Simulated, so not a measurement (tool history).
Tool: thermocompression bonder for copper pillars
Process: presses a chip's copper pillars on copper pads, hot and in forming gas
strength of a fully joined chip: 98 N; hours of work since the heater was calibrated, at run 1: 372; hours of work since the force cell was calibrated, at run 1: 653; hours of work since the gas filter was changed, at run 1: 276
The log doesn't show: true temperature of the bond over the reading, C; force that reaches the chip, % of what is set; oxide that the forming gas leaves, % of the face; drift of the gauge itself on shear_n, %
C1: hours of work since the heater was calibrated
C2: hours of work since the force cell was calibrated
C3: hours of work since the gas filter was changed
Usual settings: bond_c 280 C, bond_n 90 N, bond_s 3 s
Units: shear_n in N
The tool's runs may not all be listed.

{"run": 1, "hour": 0.0, "bond_c": 280, "bond_n": 90, "bond_s": 3, "C1": 372, "C2": 653, "C3": 276, "shear_n": 62.2}
{"run": 2, "hour": 9.8, "bond_c": 280, "bond_n": 90, "bond_s": 3, "C1": 380, "C2": 661, "C3": 284, "shear_n": 61.7}
{"run": 3, "hour": 23.7, "bond_c": 280, "bond_n": 90, "bond_s": 3, "C1": 390, "C2": 671, "C3": 295, "shear_n": 61.8}
{"run": 4, "hour": 35.2, "bond_c": 280, "bond_n": 101, "bond_s": 3, "C1": 399, "C2": 680, "C3": 303, "shear_n": 64.4}
{"run": 5, "hour": 51.5, "bond_c": 280, "bond_n": 91, "bond_s": 3, "C1": 412, "C2": 693, "C3": 316, "shear_n": 62.3}
{"run": 6, "hour": 65.4, "bond_c": 280, "bond_n": 90, "bond_s": 6, "C1": 422, "C2": 703, "C3": 327, "shear_n": 71.4}
{"run": 7, "hour": 78.9, "bond_c": 280, "bond_n": 90, "bond_s": 6, "C1": 433, "C2": 714, "C3": 337, "shear_n": 71.8}

Run 8 comes next. What will it give?
{"hour": 95.3, "done": "forming gas filter changed"}
{"run": 8, "hour": 95.6, "bond_c": 259, "bond_n": 65, "bond_s": 7, "C1": 445, "C2": 726, "C3": 0, "shear_n": "?"}

Run 8 gave shear_n 58.1 N.
Without the tool's hidden state the same run would have given shear_n 54.4 N.

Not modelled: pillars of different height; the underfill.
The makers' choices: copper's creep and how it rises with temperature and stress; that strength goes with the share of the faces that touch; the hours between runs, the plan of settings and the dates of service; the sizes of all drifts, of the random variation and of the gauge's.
